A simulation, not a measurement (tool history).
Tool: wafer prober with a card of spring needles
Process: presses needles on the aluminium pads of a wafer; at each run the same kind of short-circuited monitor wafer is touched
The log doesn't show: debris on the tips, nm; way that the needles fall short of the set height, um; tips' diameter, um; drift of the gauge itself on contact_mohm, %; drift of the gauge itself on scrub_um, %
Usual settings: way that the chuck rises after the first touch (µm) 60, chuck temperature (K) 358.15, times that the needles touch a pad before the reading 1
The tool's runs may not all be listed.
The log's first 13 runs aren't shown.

run     day  way that the chuck rises after the first touch (µm)  chuck temperature (K)  times that the needles touch a pad before the reading  touches since the tips were cleaned  cleanings since the card got new needles  touches since the first contact's height was set  resistance of one needle with its contact and lead (mohm)  way that a needle slides on the pad (µm)
      13.65  -- tips cleaned on abrasive film
     14.538  -- tips cleaned on abrasive film
 14  14.933                                                   58                 394.15                                                      1                                 3405                                        85                                             58501                                                        174                                      8.54
     15.325  -- tips cleaned on abrasive film
 15  15.738                                                   58                 394.15                                                      1                                 3557                                        86                                             65346                                                        175                                      8.49
     16.125  -- tips cleaned on abrasive film
     16.608  -- gauge calibrated
     16.938  -- tips cleaned on abrasive film
 16  17.246                                                   58                 394.15                                                      1                                 2633                                        88                                             78166                                                        173                                      8.24
     17.758  -- tips cleaned on abrasive film
     18.583  -- tips cleaned on abrasive film
 17  18.662                                                   57                 320.15                                                      2                                  676                                        90                                             90230                                                        162                                      8.16
     19.362  -- tips cleaned on abrasive film
      19.65  -- height of the first contact set anew
     20.183  -- tips cleaned on abrasive film
 18  20.233                                                   40                 391.15                                                      1                                  414                                        92                                              4955                                                        178                                      5.72
     21.008  -- tips cleaned on abrasive film
 19  21.083                                                   40                 391.15                                                      1                                  646                                        93                                             12214                                                        178                                      5.73
     21.792  -- tips cleaned on abrasive film
 20  21.842                                                   40                 341.15                                                      3                                  403                                        94                                             18640                                                        168                                      5.76
     22.612  -- tips cleaned on abrasive film
 21  23.029                                                   56                 358.15                                                      2                                 3570                                        95                                             28783                                                        167                                      8.06
     23.392  -- tips cleaned on abrasive film
     24.204  -- tips cleaned on abrasive film
 22  24.358                                                   49                 358.15                                                      3                                 1329                                        97                                             40088                                                        171                                      7.05
     24.983  -- tips cleaned on abrasive film
 23  25.738                                                   56                 302.15                                                      2                                 6460                                        98                                             51849                                                        158                                      8.09
     25.817  -- tips cleaned on abrasive film
     26.654  -- tips cleaned on abrasive film
 24  26.654                                                   60                 299.15                                                      1                                    0                                       100                                             59636                                                        156                                      8.66
     27.471  -- tips cleaned on abrasive film
 25  27.788                                                   57                 342.15                                                      1                                 2733                                       101                                             69302                                                        165                                       8.3
     28.362  -- tips cleaned on abrasive film
 26  28.492                                                   61                 375.15                                                      1                                 1128                                       102                                             75287                                                        171                                      8.85
       29.2  -- tips cleaned on abrasive film
     29.979  -- tips cleaned on abrasive film
 27  29.988                                                   46                 325.15                                                      1                                   99                                       104                                             88022                                                        164                                      6.65
       30.8  -- tips cleaned on abrasive film
     31.221  -- height of the first contact set anew
 28  31.304                                                   46                 325.15                                                      1                                 4221                                       105                                               725                                                        163                                      6.73
       31.6  -- tips cleaned on abrasive film
     32.417  -- tips cleaned on abrasive film
 29  32.504                                                   66                 339.15                                                      2                                  718                                       107                                             10896                                                        160                                      9.67
     33.254  -- tips cleaned on abrasive film
 30  33.583                                                   60                 309.15                                                      3                                 2808                                       108                                             20118                                                        156                                      8.77
     34.029  -- tips cleaned on abrasive film
     34.804  -- tips cleaned on abrasive film
 31  34.804                                                   60                 316.15                                                      2                                    0                                       110                                             30493                                                        159                                       8.8

Forecast each of these 3 alternatives for the next run:
     35.596  -- tips cleaned on abrasive film
  A  36.117                                                   64                 358.15                                                      1                                 4447                                       111                                             41679                                                          ?                                         ?
     35.596  -- tips cleaned on abrasive film
  B  36.117                                                   60                 358.15                                                      2                                 4447                                       111                                             41679                                                          ?                                         ?
     35.596  -- tips cleaned on abrasive film
  C  36.117                                                   68                 389.15                                                      2                                 4447                                       111                                             41679                                                          ?                                         ?

run  resistance of one needle with its contact and lead (mohm)  way that a needle slides on the pad (µm)
  A                                                        166                                      9.44
  B                                                        166                                       8.8
  C                                                        169                                     10.01
Without the tool's hidden state the same runs would have given:
run  resistance of one needle with its contact and lead (mohm)  way that a needle slides on the pad (µm)
  A                                                        165                                      9.15
  B                                                        166                                      8.53
  C                                                        169                                      9.71

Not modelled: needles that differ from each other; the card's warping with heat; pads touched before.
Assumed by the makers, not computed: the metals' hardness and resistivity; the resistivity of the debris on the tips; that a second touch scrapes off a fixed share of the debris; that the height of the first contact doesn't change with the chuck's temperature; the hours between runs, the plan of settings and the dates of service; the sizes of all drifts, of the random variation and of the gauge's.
